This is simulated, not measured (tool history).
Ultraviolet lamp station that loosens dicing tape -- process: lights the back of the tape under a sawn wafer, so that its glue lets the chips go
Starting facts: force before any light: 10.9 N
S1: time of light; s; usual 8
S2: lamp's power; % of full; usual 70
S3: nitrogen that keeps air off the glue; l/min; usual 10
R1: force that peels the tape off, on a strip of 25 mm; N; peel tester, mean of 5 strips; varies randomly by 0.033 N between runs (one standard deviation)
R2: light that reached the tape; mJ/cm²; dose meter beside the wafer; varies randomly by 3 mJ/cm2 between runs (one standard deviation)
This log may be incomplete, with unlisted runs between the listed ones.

Run 1, hour 0.0: usual settings. Result: R1 2.211 N, R2 361 mJ/cm².
Run 2, hour 13.4: usual settings. Result: R1 2.194 N, R2 353 mJ/cm².
At hour 29.1: window cleaned of glue's vapour.
Run 3, hour 29.5: usual settings but S1 5 s. Result: R1 3.421 N, R2 263 mJ/cm².
Run 4, hour 46.1: usual settings but S1 5 s, S3 6 l/min. Result: R1 4.225 N, R2 259 mJ/cm².
Run 5, hour 56.5: usual settings. Result: R1 1.695 N, R2 407 mJ/cm².
Run 6, hour 70.8: usual settings but S3 14 l/min. Result: R1 1.541 N, R2 408 mJ/cm².
Run 7, hour 87.4: usual settings but S3 14 l/min. Result: R1 1.539 N, R2 408 mJ/cm².
Run 8, hour 98.1: usual settings but S3 13 l/min. Result: R1 1.651 N, R2 405 mJ/cm².
Run 9, hour 111.4: usual settings but S1 14 s. Result: R1 0.629 N, R2 704 mJ/cm².
Run 10, hour 124.1: usual settings but S1 14 s, S2 78 % of full. Result: R1 0.512 N, R2 769 mJ/cm².
Run 11, hour 136.9: usual settings but S1 14 s, S2 84 % of full. Result: R1 0.438 N, R2 825 mJ/cm².
Run 12, hour 153.7: usual settings but S1 13 s, S3 14 l/min. Result: R1 0.650 N, R2 632 mJ/cm².
Run 13, hour 163.3: usual settings but S1 13 s, S3 14 l/min. Result: R1 0.654 N, R2 626 mJ/cm².
Run 14, hour 176.8: usual settings but S1 11 s, S2 100 % of full, S3 4 l/min. Result: R1 1.036 N, R2 760 mJ/cm².

Run 15, settings as shown, results not yet in. Your forecast:
Run 15, hour 192.2: usual settings but S2 73 % of full, S3 20 l/min. Result: R1 ?, R2 ?.

Run 15 gave R1 1.444 N, R2 394 mJ/cm².
If the tool had no hidden condition, the same run with the same run-to-run variation would have returned R1 1.108 N, R2 451 mJ/cm².

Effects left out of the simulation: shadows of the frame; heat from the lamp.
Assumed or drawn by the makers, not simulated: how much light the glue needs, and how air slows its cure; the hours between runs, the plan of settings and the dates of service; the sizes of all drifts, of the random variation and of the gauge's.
